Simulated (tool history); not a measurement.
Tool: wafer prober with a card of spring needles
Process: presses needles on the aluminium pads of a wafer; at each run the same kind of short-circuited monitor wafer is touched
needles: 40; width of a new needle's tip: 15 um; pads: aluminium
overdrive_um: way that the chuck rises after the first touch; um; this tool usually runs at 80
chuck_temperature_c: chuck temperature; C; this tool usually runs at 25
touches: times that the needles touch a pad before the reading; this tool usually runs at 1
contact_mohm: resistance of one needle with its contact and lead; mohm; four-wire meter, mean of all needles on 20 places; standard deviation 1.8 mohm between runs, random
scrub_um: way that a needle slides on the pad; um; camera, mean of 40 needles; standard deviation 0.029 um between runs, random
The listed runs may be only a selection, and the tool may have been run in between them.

Run 1, hour 0: usual settings. Result: contact_mohm 279 mohm, scrub_um 13.51 um.
At hour 9.8: tips cleaned on abrasive film.
Run 2, hour 24.9: usual settings. Result: contact_mohm 319 mohm, scrub_um 13.4 um.
At hour 39.3: tips cleaned on abrasive film.
Run 3, hour 43.3: usual settings. Result: contact_mohm 226 mohm, scrub_um 13.44 um.
Run 4, hour 64.4: usual settings. Result: contact_mohm 287 mohm, scrub_um 13.43 um.
At hour 69.1: tips cleaned on abrasive film.
Run 5, hour 97.9: usual settings but overdrive_um 70 um. Result: contact_mohm 311 mohm, scrub_um 11.68 um.
At hour 100.3: tips cleaned on abrasive film.
Run 6, hour 123.8: usual settings but chuck_temperature_c 32 C. Result: contact_mohm 284 mohm, scrub_um 13.4 um.
At hour 129.8: tips cleaned on abrasive film.
Run 7, hour 149.3: usual settings but touches 2. Result: contact_mohm 239 mohm, scrub_um 13.39 um.
At hour 160.8: tips cleaned on abrasive film.
Run 8, hour 179.2: usual settings but overdrive_um 63 um, chuck_temperature_c 97 C. Result: contact_mohm 318 mohm, scrub_um 10.49 um.
At hour 192.7: tips cleaned on abrasive film.
Run 9, hour 205.7: usual settings but overdrive_um 62 um, chuck_temperature_c 51 C, touches 3. Result: contact_mohm 241 mohm, scrub_um 10.2 um.
At hour 212.9: tips cleaned on abrasive film, once more.
Run 10, hour 236.4: usual settings but overdrive_um 62 um, chuck_temperature_c 51 C, touches 3. Result: contact_mohm 255 mohm, scrub_um 10.23 um.
At hour 242.8: tips cleaned on abrasive film.
Run 11, hour 253.4: usual settings but overdrive_um 94 um, chuck_temperature_c 75 C, touches 3. Result: contact_mohm 217 mohm, scrub_um 15.78 um.
At hour 273.4: tips cleaned on abrasive film.
Run 12, hour 274.1: usual settings but overdrive_um 94 um, chuck_temperature_c 75 C, touches 3. Result: contact_mohm 207 mohm, scrub_um 15.73 um.
Run 13, hour 296.2: usual settings but overdrive_um 82 um, chuck_temperature_c 81 C. Result: contact_mohm 288 mohm, scrub_um 13.68 um.
At hour 303: tips cleaned on abrasive film.
Run 14, hour 322.1: usual settings but overdrive_um 67 um, chuck_temperature_c 51 C, touches 2. Result: contact_mohm 277 mohm, scrub_um 11.06 um.

Here are 3 independent what-if runs from the current tool condition. What would each one return?
At hour 327.5: height of the first contact set anew.
At hour 332.9: tips cleaned on abrasive film.
Run A, hour 351.9: usual settings but overdrive_um 67 um, chuck_temperature_c 67 C, touches 3. Result: contact_mohm ?, scrub_um ?.
At hour 327.5: height of the first contact set anew.
At hour 332.9: tips cleaned on abrasive film.
Run B, hour 351.9: usual settings but overdrive_um 67 um, chuck_temperature_c 33 C. Result: contact_mohm ?, scrub_um ?.
At hour 327.5: height of the first contact set anew.
At hour 332.9: tips cleaned on abrasive film.
Run C, hour 351.9: usual settings but overdrive_um 67 um, chuck_temperature_c 51 C, touches 2. Result: contact_mohm ?, scrub_um ?.

run  contact_mohm  scrub_um
  A           245     11.54
  B           305      11.5
  C           268     11.58
With the hidden condition removed and each run's random variation left untouched, the same runs would have given:
run  contact_mohm  scrub_um
  A           207     11.55
  B           198     11.52
  C           205     11.59
